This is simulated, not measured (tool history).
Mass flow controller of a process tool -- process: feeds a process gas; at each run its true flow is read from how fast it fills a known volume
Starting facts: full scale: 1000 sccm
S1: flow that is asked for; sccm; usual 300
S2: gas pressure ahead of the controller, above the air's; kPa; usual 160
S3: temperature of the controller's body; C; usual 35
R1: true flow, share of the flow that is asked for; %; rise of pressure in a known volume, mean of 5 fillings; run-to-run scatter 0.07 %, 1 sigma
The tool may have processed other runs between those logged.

run    hour   S1   S2  S3     R1
  1     0.0  300  160  35  97.15
  2   179.3  300  160  35  97.29
  3   353.4  300  160  35  97.21
  4   440.8  300  160  35  97.26
  5   639.9  300  160  35  97.37
  6   774.4  300  160  35  97.35
  7   864.6  300  160  35  97.41
  8   989.7  300  160  35  97.36
  9  1197.9  300  169  35  97.33
 10  1347.0  608  185  36  97.75
 11  1538.9  608  185  36  97.94
 12  1651.1  127  160  35  98.08
 13  1738.4  147  259  32  98.47
 14  1920.0  300  250  36  97.62
 15  2046.0  874  153  25  99.15
 16  2203.6  874  210  39  98.46
 17  2306.7  874  210  39  98.48

Each row is a separate what-if for the run after 17, all from the same tool condition, not one after another. Results?
  A  2412.4  187  158  28   ?
  B  2412.4  139  210  39   ?
  C  2412.4  383  207  36   ?

run     R1
  A  98.26
  B  98.10
  C  97.65
With no hidden state in the tool, these same runs would have given:
run     R1
  A  97.25
  B  96.51
  C  97.51
